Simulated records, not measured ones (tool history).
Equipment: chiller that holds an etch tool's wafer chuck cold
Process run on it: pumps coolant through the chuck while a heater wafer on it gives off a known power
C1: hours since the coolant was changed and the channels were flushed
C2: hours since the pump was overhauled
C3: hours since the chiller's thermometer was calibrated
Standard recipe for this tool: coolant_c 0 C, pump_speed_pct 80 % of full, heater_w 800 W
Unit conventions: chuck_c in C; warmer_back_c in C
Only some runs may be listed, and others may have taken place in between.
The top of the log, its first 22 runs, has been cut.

{"run": 23, "hour": 1792.2, "coolant_c": 5, "pump_speed_pct": 97, "heater_w": 430, "C1": 1364, "C2": 3048, "C3": 775, "chuck_c": 8.6, "warmer_back_c": 1.67}
{"run": 24, "hour": 1889.4, "coolant_c": -4, "pump_speed_pct": 75, "heater_w": 514, "C1": 1461, "C2": 3145, "C3": 873, "chuck_c": 1.2, "warmer_back_c": 2.53}
{"run": 25, "hour": 1983.0, "coolant_c": -4, "pump_speed_pct": 75, "heater_w": 514, "C1": 1555, "C2": 3239, "C3": 966, "chuck_c": 1, "warmer_back_c": 2.52}
{"run": 26, "hour": 2044.7, "coolant_c": -2, "pump_speed_pct": 70, "heater_w": 529, "C1": 1616, "C2": 3301, "C3": 1028, "chuck_c": 3.7, "warmer_back_c": 2.73}
{"run": 27, "hour": 2123.0, "coolant_c": -1, "pump_speed_pct": 96, "heater_w": 800, "C1": 1695, "C2": 3379, "C3": 1106, "chuck_c": 5.7, "warmer_back_c": 3.05}
{"run": 28, "hour": 2239.7, "coolant_c": 10, "pump_speed_pct": 74, "heater_w": 868, "C1": 1811, "C2": 3495, "C3": 1223, "chuck_c": 18.7, "warmer_back_c": 4.34}
{"run": 29, "hour": 2322.9, "coolant_c": -9, "pump_speed_pct": 80, "heater_w": 800, "C1": 1894, "C2": 3579, "C3": 1306, "chuck_c": -1.3, "warmer_back_c": 3.65}
{"run": 30, "hour": 2376.9, "coolant_c": -9, "pump_speed_pct": 80, "heater_w": 800, "C1": 1948, "C2": 3633, "C3": 1360, "chuck_c": -1.3, "warmer_back_c": 3.76}
{"run": 31, "hour": 2439.1, "coolant_c": 5, "pump_speed_pct": 66, "heater_w": 800, "C1": 2011, "C2": 3695, "C3": 1422, "chuck_c": 13.9, "warmer_back_c": 4.45}
{"run": 32, "hour": 2503.6, "coolant_c": 3, "pump_speed_pct": 95, "heater_w": 589, "C1": 2075, "C2": 3759, "C3": 1487, "chuck_c": 8.2, "warmer_back_c": 2.3}
{"run": 33, "hour": 2559.6, "coolant_c": -1, "pump_speed_pct": 73, "heater_w": 618, "C1": 2131, "C2": 3815, "C3": 1543, "chuck_c": 5.4, "warmer_back_c": 3.11}

Forecast each of these 3 alternatives for the next run:
{"run": "A", "hour": 2636.5, "coolant_c": 7, "pump_speed_pct": 81, "heater_w": 1115, "C1": 2208, "C2": 3892, "C3": 1620, "chuck_c": "?", "warmer_back_c": "?"}
{"run": "B", "hour": 2636.5, "coolant_c": 0, "pump_speed_pct": 89, "heater_w": 700, "C1": 2208, "C2": 3892, "C3": 1620, "chuck_c": "?", "warmer_back_c": "?"}
{"run": "C", "hour": 2636.5, "coolant_c": 0, "pump_speed_pct": 86, "heater_w": 800, "C1": 2208, "C2": 3892, "C3": 1620, "chuck_c": "?", "warmer_back_c": "?"}

run=A chuck_c=17.7 warmer_back_c=5.09
run=B chuck_c=6.4 warmer_back_c=2.92
run=C chuck_c=7.6 warmer_back_c=3.47
The same runs, with their run-to-run variation unchanged, on a tool lacking any hidden condition would have given:
run=A chuck_c=16 warmer_back_c=4.79
run=B chuck_c=5.3 warmer_back_c=2.75
run=C chuck_c=6.4 warmer_back_c=3.27

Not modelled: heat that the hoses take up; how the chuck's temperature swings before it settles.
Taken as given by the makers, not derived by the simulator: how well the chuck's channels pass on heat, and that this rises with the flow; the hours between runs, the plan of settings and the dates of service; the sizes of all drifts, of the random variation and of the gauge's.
